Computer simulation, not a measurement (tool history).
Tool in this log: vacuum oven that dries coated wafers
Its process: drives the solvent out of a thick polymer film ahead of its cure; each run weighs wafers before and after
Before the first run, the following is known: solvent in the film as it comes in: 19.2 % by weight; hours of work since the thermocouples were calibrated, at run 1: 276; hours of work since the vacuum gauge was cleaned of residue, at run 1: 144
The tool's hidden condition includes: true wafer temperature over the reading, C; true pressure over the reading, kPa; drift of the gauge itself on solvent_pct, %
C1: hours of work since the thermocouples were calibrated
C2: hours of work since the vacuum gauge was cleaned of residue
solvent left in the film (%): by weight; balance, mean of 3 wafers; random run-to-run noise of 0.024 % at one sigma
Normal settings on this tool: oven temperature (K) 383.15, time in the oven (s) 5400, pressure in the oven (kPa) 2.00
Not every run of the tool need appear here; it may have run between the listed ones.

{"run": 1, "hour": 0.0, "oven temperature (K)": 383.15, "time in the oven (s)": 5400, "pressure in the oven (kPa)": 2.0, "C1": 276, "C2": 144, "solvent left in the film (%)": 5.46}
{"run": 2, "hour": 118.1, "oven temperature (K)": 383.15, "time in the oven (s)": 2880, "pressure in the oven (kPa)": 2.0, "C1": 366, "C2": 234, "solvent left in the film (%)": 8.83}
{"run": 3, "hour": 202.6, "oven temperature (K)": 383.15, "time in the oven (s)": 6900, "pressure in the oven (kPa)": 2.0, "C1": 430, "C2": 298, "solvent left in the film (%)": 4.25}
{"run": 4, "hour": 287.7, "oven temperature (K)": 383.15, "time in the oven (s)": 6900, "pressure in the oven (kPa)": 2.0, "C1": 495, "C2": 363, "solvent left in the film (%)": 4.3}
{"run": 5, "hour": 411.7, "oven temperature (K)": 383.15, "time in the oven (s)": 6900, "pressure in the oven (kPa)": 2.0, "C1": 589, "C2": 457, "solvent left in the film (%)": 4.39}
{"run": 6, "hour": 532.2, "oven temperature (K)": 383.15, "time in the oven (s)": 6900, "pressure in the oven (kPa)": 2.0, "C1": 681, "C2": 549, "solvent left in the film (%)": 4.39}
{"hour": 587.1, "done": "oven's thermocouples calibrated"}
{"run": 7, "hour": 607.3, "oven temperature (K)": 383.15, "time in the oven (s)": 6900, "pressure in the oven (kPa)": 2.0, "C1": 15, "C2": 605, "solvent left in the film (%)": 4.03}
{"run": 8, "hour": 696.7, "oven temperature (K)": 383.15, "time in the oven (s)": 6900, "pressure in the oven (kPa)": 2.0, "C1": 83, "C2": 672, "solvent left in the film (%)": 4.02}
{"run": 9, "hour": 801.7, "oven temperature (K)": 383.15, "time in the oven (s)": 6900, "pressure in the oven (kPa)": 2.0, "C1": 163, "C2": 752, "solvent left in the film (%)": 4.09}
{"run": 10, "hour": 859.2, "oven temperature (K)": 383.15, "time in the oven (s)": 6900, "pressure in the oven (kPa)": 2.0, "C1": 207, "C2": 796, "solvent left in the film (%)": 4.04}
{"run": 11, "hour": 981.8, "oven temperature (K)": 383.15, "time in the oven (s)": 5400, "pressure in the oven (kPa)": 1.42, "C1": 300, "C2": 889, "solvent left in the film (%)": 5.08}
{"run": 12, "hour": 1093.8, "oven temperature (K)": 383.15, "time in the oven (s)": 5400, "pressure in the oven (kPa)": 2.0, "C1": 385, "C2": 974, "solvent left in the film (%)": 5.33}
{"run": 13, "hour": 1188.2, "oven temperature (K)": 383.15, "time in the oven (s)": 5400, "pressure in the oven (kPa)": 2.0, "C1": 457, "C2": 1046, "solvent left in the film (%)": 5.37}
{"run": 14, "hour": 1251.2, "oven temperature (K)": 383.15, "time in the oven (s)": 5400, "pressure in the oven (kPa)": 2.0, "C1": 505, "C2": 1094, "solvent left in the film (%)": 5.4}
{"run": 15, "hour": 1374.4, "oven temperature (K)": 383.15, "time in the oven (s)": 5400, "pressure in the oven (kPa)": 2.0, "C1": 599, "C2": 1188, "solvent left in the film (%)": 5.51}
{"run": 16, "hour": 1437.6, "oven temperature (K)": 383.15, "time in the oven (s)": 5400, "pressure in the oven (kPa)": 2.0, "C1": 647, "C2": 1236, "solvent left in the film (%)": 5.48}
{"run": 17, "hour": 1507.9, "oven temperature (K)": 383.15, "time in the oven (s)": 4260, "pressure in the oven (kPa)": 2.0, "C1": 700, "C2": 1289, "solvent left in the film (%)": 6.73}
{"hour": 1538.5, "done": "oven's thermocouples calibrated"}
{"run": 18, "hour": 1562.9, "oven temperature (K)": 383.15, "time in the oven (s)": 4260, "pressure in the oven (kPa)": 2.0, "C1": 19, "C2": 1329, "solvent left in the film (%)": 6.61}
{"run": 19, "hour": 1629.5, "oven temperature (K)": 383.15, "time in the oven (s)": 4260, "pressure in the oven (kPa)": 2.0, "C1": 69, "C2": 1380, "solvent left in the film (%)": 6.58}
{"run": 20, "hour": 1693.8, "oven temperature (K)": 380.15, "time in the oven (s)": 5400, "pressure in the oven (kPa)": 2.0, "C1": 118, "C2": 1429, "solvent left in the film (%)": 6.13}
{"run": 21, "hour": 1755.8, "oven temperature (K)": 380.15, "time in the oven (s)": 5400, "pressure in the oven (kPa)": 2.0, "C1": 165, "C2": 1476, "solvent left in the film (%)": 6.14}
{"run": 22, "hour": 1829.6, "oven temperature (K)": 380.15, "time in the oven (s)": 5400, "pressure in the oven (kPa)": 2.0, "C1": 221, "C2": 1532, "solvent left in the film (%)": 6.18}
{"run": 23, "hour": 1883.6, "oven temperature (K)": 380.15, "time in the oven (s)": 5400, "pressure in the oven (kPa)": 2.0, "C1": 262, "C2": 1573, "solvent left in the film (%)": 6.15}
{"hour": 1924.3, "done": "vacuum gauge cleaned of residue and calibrated"}
{"run": 24, "hour": 1960.5, "oven temperature (K)": 380.15, "time in the oven (s)": 5400, "pressure in the oven (kPa)": 2.0, "C1": 320, "C2": 28, "solvent left in the film (%)": 6.08}
{"run": 25, "hour": 2057.9, "oven temperature (K)": 380.15, "time in the oven (s)": 5400, "pressure in the oven (kPa)": 2.0, "C1": 394, "C2": 102, "solvent left in the film (%)": 6.14}
{"run": 26, "hour": 2177.8, "oven temperature (K)": 384.15, "time in the oven (s)": 4980, "pressure in the oven (kPa)": 1.22, "C1": 485, "C2": 193, "solvent left in the film (%)": 5.25}
{"run": 27, "hour": 2229.1, "oven temperature (K)": 384.15, "time in the oven (s)": 3060, "pressure in the oven (kPa)": 1.22, "C1": 524, "C2": 232, "solvent left in the film (%)": 7.93}
{"run": 28, "hour": 2279.6, "oven temperature (K)": 384.15, "time in the oven (s)": 3060, "pressure in the oven (kPa)": 1.22, "C1": 562, "C2": 270, "solvent left in the film (%)": 7.92}
{"run": 29, "hour": 2372.6, "oven temperature (K)": 384.15, "time in the oven (s)": 3060, "pressure in the oven (kPa)": 1.22, "C1": 633, "C2": 341, "solvent left in the film (%)": 7.93}
{"run": 30, "hour": 2458.9, "oven temperature (K)": 383.15, "time in the oven (s)": 5400, "pressure in the oven (kPa)": 2.0, "C1": 699, "C2": 406, "solvent left in the film (%)": 5.42}
{"hour": 2490.3, "done": "oven's thermocouples calibrated"}
{"run": 31, "hour": 2584.6, "oven temperature (K)": 381.15, "time in the oven (s)": 6780, "pressure in the oven (kPa)": 2.0, "C1": 72, "C2": 500, "solvent left in the film (%)": 4.74}
{"run": 32, "hour": 2678.5, "oven temperature (K)": 377.15, "time in the oven (s)": 5760, "pressure in the oven (kPa)": 2.77, "C1": 143, "C2": 572, "solvent left in the film (%)": 6.98}
{"run": 33, "hour": 2731.3, "oven temperature (K)": 374.15, "time in the oven (s)": 8460, "pressure in the oven (kPa)": 5.4, "C1": 183, "C2": 612, "solvent left in the film (%)": 7.55}
{"run": 34, "hour": 2853.7, "oven temperature (K)": 374.15, "time in the oven (s)": 8460, "pressure in the oven (kPa)": 5.4, "C1": 276, "C2": 705, "solvent left in the film (%)": 7.6}

Run 35 is up next; what results do you expect?
{"run": 35, "hour": 2938.6, "oven temperature (K)": 396.15, "time in the oven (s)": 5040, "pressure in the oven (kPa)": 1.54, "C1": 341, "C2": 770, "solvent left in the film (%)": "?"}

Logged for run 35: solvent left in the film (%) 2.82.
Had the tool carried no hidden state, the very same run would have given solvent left in the film (%) 2.65.

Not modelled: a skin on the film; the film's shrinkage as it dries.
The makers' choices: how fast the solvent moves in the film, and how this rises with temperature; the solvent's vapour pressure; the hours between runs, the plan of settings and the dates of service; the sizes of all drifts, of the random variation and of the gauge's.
